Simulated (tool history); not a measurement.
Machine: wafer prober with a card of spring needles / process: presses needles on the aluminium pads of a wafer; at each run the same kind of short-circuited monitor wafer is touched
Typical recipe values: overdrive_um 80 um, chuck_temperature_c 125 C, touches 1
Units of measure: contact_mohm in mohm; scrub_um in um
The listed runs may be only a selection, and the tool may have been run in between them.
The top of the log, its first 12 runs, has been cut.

run   hour  overdrive_um  chuck_temperature_c  touches  touches since the tips were cleaned  cleanings since the card got new needles  touches since the first contact's height was set  contact_mohm  scrub_um
 13  111.7            80                  125        1                                 3407                                        34                                             11897           160     17.59
     116.4  -- tips cleaned on abrasive film
 14  121.0            80                  125        1                                 1151                                        35                                             14184           149     17.63
 15  132.7            80                  125        1                                 4047                                        35                                             17080           163     17.56
     134.9  -- tips cleaned on abrasive film
 16  146.8            80                  125        1                                 2951                                        36                                             20548           157     17.60
     153.3  -- tips cleaned on abrasive film
 17  156.7            80                  125        1                                  845                                        37                                             22980           147     17.54
 18  165.2            80                  125        1                                 2953                                        37                                             25088           158     17.58
     171.7  -- tips cleaned on abrasive film
 19  176.4            80                  125        1                                 1180                                        38                                             27840           148     17.55
 20  186.3            80                  125        1                                 3622                                        38                                             30282           160     17.47
     189.9  -- tips cleaned on abrasive film
 21  193.8            80                  120        1                                  958                                        39                                             32117           149     17.55
 22  204.8            80                  120        1                                 3686                                        39                                             34845           159     17.61
     207.9  -- tips cleaned on abrasive film
 23  212.7            80                  120        1                                 1210                                        40                                             36785           151     17.50
 24  220.6            91                   88        3                                 3162                                        40                                             38737           140     19.87
     225.9  -- tips cleaned on abrasive film
 25  230.3            91                   27        2                                 1076                                        41                                             41106           132     19.94
 26  238.5            91                   27        2                                 3097                                        41                                             43127           132     19.94
     244.2  -- tips cleaned on abrasive film
 27  246.6            73                  121        2                                  593                                        42                                             45129           145     15.93
 28  255.4            73                  121        2                                 2772                                        42                                             47308           150     15.93
     262.2  -- tips cleaned on abrasive film
 29  269.1            80                  106        2                                 1703                                        43                                             50659           144     17.47
     280.8  -- tips cleaned on abrasive film
 30  281.8            68                   56        2                                  235                                        44                                             53787           135     14.75
 31  292.4            68                   56        2                                 2864                                        44                                             56416           147     14.81
     298.7  -- tips cleaned on abrasive film
 32  305.5            62                   34        2                                 1699                                        45                                             59639           145     13.39

Forecast run 33:
     317.1  -- tips cleaned on abrasive film
 33  319.1            76                  125        2                                  490                                        46                                             62977             ?         ?

Run 33 came out at contact_mohm 146 mohm, scrub_um 16.43 um.
With no hidden state in the tool, this same run would have given contact_mohm 141 mohm, scrub_um 16.68 um.
